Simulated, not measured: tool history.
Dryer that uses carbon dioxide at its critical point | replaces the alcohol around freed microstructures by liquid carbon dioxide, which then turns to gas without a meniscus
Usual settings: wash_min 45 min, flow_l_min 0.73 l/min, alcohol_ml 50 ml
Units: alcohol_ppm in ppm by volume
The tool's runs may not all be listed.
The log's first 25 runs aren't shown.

run,hour,wash_min,flow_l_min,alcohol_ml,hours of work since the filter was changed,hours of work since the purifier's bed was changed,alcohol_ppm
26,276.5,45,0.456,23,372,402,199
27,290,45,0.456,23,382,413,211
# hour 303.4: inlet filter changed
28,303.4,45,0.456,23,0,422,158
29,310.9,37,0.514,55,6,428,417
30,319.2,63,0.474,64,12,435,101
31,327.4,48,0.864,50,19,441,59
32,334,59,1.125,97,24,446,52
33,346.3,64,0.65,97,33,456,63
34,353.8,64,0.65,97,39,462,63
35,367.4,72,0.687,50,50,472,55
36,375.2,34,0.67,114,56,478,439
37,384.9,34,0.67,114,63,486,458

3 ways to go on from here, each from the tool as it stands after run 37. What would each give?
A,399.3,34,0.674,114,75,497,?
B,399.3,34,0.661,114,75,497,?
C,399.3,29,0.587,27,75,497,?

run,alcohol_ppm
A,458
B,477
C,337
Without the tool's hidden state the same runs would have given:
run,alcohol_ppm
A,382
B,400
C,274
